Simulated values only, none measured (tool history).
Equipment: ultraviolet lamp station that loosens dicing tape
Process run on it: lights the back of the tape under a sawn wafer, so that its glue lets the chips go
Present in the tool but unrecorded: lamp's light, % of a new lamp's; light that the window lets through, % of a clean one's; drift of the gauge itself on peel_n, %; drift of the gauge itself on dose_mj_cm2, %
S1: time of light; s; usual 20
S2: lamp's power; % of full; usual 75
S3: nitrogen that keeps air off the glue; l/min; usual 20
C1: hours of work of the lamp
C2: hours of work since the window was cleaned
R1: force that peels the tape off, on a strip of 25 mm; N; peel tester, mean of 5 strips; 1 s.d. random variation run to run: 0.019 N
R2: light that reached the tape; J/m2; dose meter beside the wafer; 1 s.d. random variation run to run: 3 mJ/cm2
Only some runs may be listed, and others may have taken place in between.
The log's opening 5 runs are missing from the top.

| run | hour | S1 | S2 | S3 | C1 | C2 | R1 | R2 |
|---|---|---|---|---|---|---|---|---|
| 6 | 45.2 | 20 | 75 | 20 | 26 | 366 | 0.879 | 4490 |
| 7 | 52.5 | 20 | 75 | 20 | 29 | 370 | 0.916 | 4480 |
| 8 | 62.4 | 20 | 100 | 20 | 34 | 374 | 0.543 | 6040 |
| 9 | 68.2 | 20 | 100 | 20 | 36 | 376 | 0.513 | 6060 |
| 10 | 76.1 | 21 | 100 | 20 | 40 | 380 | 0.473 | 6310 |
| 11 | 85.6 | 27 | 75 | 20 | 44 | 384 | 0.52 | 6050 |
| 12 | 90.9 | 27 | 75 | 20 | 46 | 386 | 0.526 | 6050 |
| 13 | 99.6 | 27 | 75 | 7 | 50 | 390 | 0.873 | 6080 |
| 14 | 105.7 | 27 | 75 | 7 | 53 | 393 | 0.891 | 6050 |
| 15 | 114.5 | 27 | 75 | 7 | 56 | 397 | 0.896 | 6100 |
| 16 | 120.8 | 27 | 75 | 7 | 59 | 399 | 0.896 | 5990 |
| 17 | 128.9 | 27 | 75 | 7 | 63 | 403 | 0.921 | 6120 |
| 18 | 133.6 | 27 | 75 | 7 | 65 | 405 | 0.892 | 6090 |
| 19 | 142.5 | 27 | 75 | 7 | 69 | 409 | 0.886 | 6090 |
| 20 | 151 | 27 | 75 | 7 | 72 | 413 | 0.915 | 6100 |
| 21 | 155.1 | 20 | 75 | 12 | 74 | 414 | 1.122 | 4490 |
| 22 | 163.6 | 20 | 75 | 30 | 78 | 418 | 0.783 | 4570 |
| 23 | 169.8 | 35 | 61 | 28 | 81 | 421 | 0.395 | 6500 |
| 24 | 175.9 | 12 | 66 | 20 | 83 | 423 | 2.154 | 2360 |
| 25 | 183.4 | 23 | 61 | 9 | 87 | 427 | 1.411 | 4240 |

Predict the results of run 26:
| 26 | 193.2 | 23 | 61 | 9 | 91 | 431 | ? | ? |

R1: 1.416 N
R2: 4180 J/m2
If the tool had no hidden condition, the same run with the same run-to-run variation would have returned R1 1.412 N, R2 4190 J/m2.
